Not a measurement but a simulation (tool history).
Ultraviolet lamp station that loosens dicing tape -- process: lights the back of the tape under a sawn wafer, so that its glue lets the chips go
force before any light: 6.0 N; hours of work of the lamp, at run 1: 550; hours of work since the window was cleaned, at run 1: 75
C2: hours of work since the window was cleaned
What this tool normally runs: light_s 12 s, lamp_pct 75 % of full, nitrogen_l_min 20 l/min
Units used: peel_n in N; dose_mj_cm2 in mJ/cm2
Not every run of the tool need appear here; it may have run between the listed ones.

Run 1, day 0.000: usual settings; hours of work of the lamp 550; C2 75. Result: peel_n 1.093 N, dose_mj_cm2 433 mJ/cm2.
Run 2, day 2.096: usual settings; hours of work of the lamp 576; C2 101. Result: peel_n 1.106 N, dose_mj_cm2 427 mJ/cm2.
Run 3, day 4.167: usual settings; hours of work of the lamp 602; C2 127. Result: peel_n 1.156 N, dose_mj_cm2 428 mJ/cm2.
Run 4, day 6.596: usual settings; hours of work of the lamp 633; C2 158. Result: peel_n 1.207 N, dose_mj_cm2 413 mJ/cm2.
Run 5, day 8.250: usual settings but nitrogen_l_min 34 l/min; hours of work of the lamp 654; C2 179. Result: peel_n 0.891 N, dose_mj_cm2 408 mJ/cm2.
Run 6, day 11.483: usual settings; hours of work of the lamp 694; C2 219. Result: peel_n 1.272 N, dose_mj_cm2 395 mJ/cm2.
Run 7, day 13.517: usual settings; hours of work of the lamp 720; C2 245. Result: peel_n 1.296 N, dose_mj_cm2 391 mJ/cm2.
Run 8, day 15.292: usual settings but lamp_pct 94 % of full; hours of work of the lamp 742; C2 267. Result: peel_n 0.940 N, dose_mj_cm2 479 mJ/cm2.
Run 9, day 16.771: usual settings but nitrogen_l_min 21 l/min; hours of work of the lamp 761; C2 286. Result: peel_n 1.316 N, dose_mj_cm2 376 mJ/cm2.
Run 10, day 18.662: usual settings but lamp_pct 93 % of full, nitrogen_l_min 21 l/min; hours of work of the lamp 785; C2 310. Result: peel_n 0.941 N, dose_mj_cm2 456 mJ/cm2.
Run 11, day 20.779: usual settings but nitrogen_l_min 8 l/min; hours of work of the lamp 811; C2 337. Result: peel_n 2.137 N, dose_mj_cm2 365 mJ/cm2.
Run 12, day 23.533: usual settings but nitrogen_l_min 8 l/min; hours of work of the lamp 846; C2 371. Result: peel_n 2.317 N, dose_mj_cm2 351 mJ/cm2.
Run 13, day 25.429: usual settings but nitrogen_l_min 8 l/min; hours of work of the lamp 870; C2 395. Result: peel_n 2.273 N, dose_mj_cm2 349 mJ/cm2.
Run 14, day 28.229: usual settings; hours of work of the lamp 905; C2 430. Result: peel_n 1.539 N, dose_mj_cm2 341 mJ/cm2.
Run 15, day 31.329: usual settings; hours of work of the lamp 944; C2 470. Result: peel_n 1.581 N, dose_mj_cm2 332 mJ/cm2.
Run 16, day 33.504: usual settings but lamp_pct 72 % of full; hours of work of the lamp 972; C2 497. Result: peel_n 1.814 N, dose_mj_cm2 308 mJ/cm2.
At day 35.979: window cleaned of glue's vapour.
Run 17, day 36.629: usual settings but lamp_pct 72 % of full; hours of work of the lamp 1011; C2 8. Result: peel_n 1.598 N, dose_mj_cm2 343 mJ/cm2.
Run 18, day 39.208: usual settings but lamp_pct 73 % of full; hours of work of the lamp 1043; C2 41. Result: peel_n 1.611 N, dose_mj_cm2 333 mJ/cm2.
At day 41.025: lamp changed.
Run 19, day 41.642: usual settings but lamp_pct 73 % of full; hours of work of the lamp 8; C2 71. Result: peel_n 0.765 N, dose_mj_cm2 521 mJ/cm2.
Run 20, day 44.021: usual settings but light_s 10 s; hours of work of the lamp 38; C2 101. Result: peel_n 1.036 N, dose_mj_cm2 441 mJ/cm2.
Run 21, day 46.658: usual settings but light_s 10 s; hours of work of the lamp 71; C2 134. Result: peel_n 1.120 N, dose_mj_cm2 435 mJ/cm2.
Run 22, day 48.838: usual settings but light_s 10 s; hours of work of the lamp 98; C2 162. Result: peel_n 1.114 N, dose_mj_cm2 429 mJ/cm2.

What does the tool deliver on the next run?
Run 23, day 52.025: usual settings but light_s 15 s, lamp_pct 62 % of full, nitrogen_l_min 7 l/min; hours of work of the lamp 139; C2 202. Result: peel_n ?, dose_mj_cm2 ?.

Run 23 produced peel_n 1.590 N, dose_mj_cm2 517 mJ/cm2.
Had the tool carried no hidden state, the very same run would have given peel_n 1.396 N, dose_mj_cm2 569 mJ/cm2.
